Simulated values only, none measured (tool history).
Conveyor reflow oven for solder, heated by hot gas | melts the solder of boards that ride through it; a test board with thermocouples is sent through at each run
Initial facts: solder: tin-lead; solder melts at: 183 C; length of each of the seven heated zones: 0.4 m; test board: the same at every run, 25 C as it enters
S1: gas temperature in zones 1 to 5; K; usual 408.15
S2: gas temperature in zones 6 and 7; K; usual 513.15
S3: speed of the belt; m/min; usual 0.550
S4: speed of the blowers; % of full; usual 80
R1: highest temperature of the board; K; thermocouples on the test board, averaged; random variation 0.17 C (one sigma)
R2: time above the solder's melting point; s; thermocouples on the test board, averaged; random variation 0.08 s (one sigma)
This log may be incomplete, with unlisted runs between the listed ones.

{"run": 1, "hour": 0.0, "S1": 408.15, "S2": 513.15, "S3": 0.55, "S4": 80, "R1": 501.65, "R2": 73.31}
{"run": 2, "hour": 14.0, "S1": 408.15, "S2": 513.15, "S3": 0.55, "S4": 80, "R1": 501.25, "R2": 73.22}
{"run": 3, "hour": 25.6, "S1": 408.15, "S2": 513.15, "S3": 0.55, "S4": 80, "R1": 501.25, "R2": 73.22}
{"run": 4, "hour": 40.6, "S1": 408.15, "S2": 513.15, "S3": 0.55, "S4": 80, "R1": 501.45, "R2": 73.26}
{"run": 5, "hour": 60.5, "S1": 408.15, "S2": 513.15, "S3": 0.55, "S4": 80, "R1": 501.25, "R2": 73.41}
{"run": 6, "hour": 74.8, "S1": 408.15, "S2": 513.15, "S3": 0.55, "S4": 80, "R1": 501.25, "R2": 73.43}
{"run": 7, "hour": 94.1, "S1": 408.15, "S2": 513.15, "S3": 0.55, "S4": 80, "R1": 501.55, "R2": 73.12}
{"run": 8, "hour": 109.0, "S1": 408.15, "S2": 513.15, "S3": 0.55, "S4": 80, "R1": 501.55, "R2": 73.34}
{"run": 9, "hour": 120.2, "S1": 408.15, "S2": 513.15, "S3": 0.55, "S4": 79, "R1": 501.45, "R2": 73.33}
{"run": 10, "hour": 137.6, "S1": 408.15, "S2": 513.15, "S3": 0.55, "S4": 79, "R1": 501.25, "R2": 73.18}
{"hour": 154.6, "done": "flux residue cleaned out of gas plates and filters"}
{"run": 11, "hour": 164.2, "S1": 394.15, "S2": 513.15, "S3": 0.621, "S4": 56, "R1": 488.65, "R2": 50.05}
{"run": 12, "hour": 182.4, "S1": 394.15, "S2": 513.15, "S3": 0.605, "S4": 55, "R1": 489.65, "R2": 52.19}
{"run": 13, "hour": 202.4, "S1": 394.15, "S2": 513.15, "S3": 0.605, "S4": 55, "R1": 488.95, "R2": 52.06}
{"run": 14, "hour": 222.8, "S1": 394.15, "S2": 513.15, "S3": 0.605, "S4": 87, "R1": 497.85, "R2": 60.4}
{"run": 15, "hour": 247.4, "S1": 394.15, "S2": 513.15, "S3": 0.605, "S4": 87, "R1": 498.05, "R2": 60.44}

Each row is a separate what-if for the run after 15, all from the same tool condition, not one after another. Results?
{"run": "A", "hour": 270.5, "S1": 405.15, "S2": 513.15, "S3": 0.605, "S4": 87, "R1": "?", "R2": "?"}
{"run": "B", "hour": 270.5, "S1": 394.15, "S2": 512.15, "S3": 0.581, "S4": 87, "R1": "?", "R2": "?"}
{"run": "C", "hour": 270.5, "S1": 408.15, "S2": 519.15, "S3": 0.511, "S4": 80, "R1": "?", "R2": "?"}
{"run": "D", "hour": 270.5, "S1": 415.15, "S2": 513.15, "S3": 0.504, "S4": 53, "R1": "?", "R2": "?"}

run=A R1=499.55 R2=64.55
run=B R1=498.55 R2=63.26
run=C R1=508.85 R2=83.80
run=D R1=498.75 R2=80.54
Without the tool's unlogged condition, the same runs would have read:
run=A R1=499.65 R2=64.57
run=B R1=498.55 R2=63.27
run=C R1=508.85 R2=83.81
run=D R1=498.85 R2=80.56
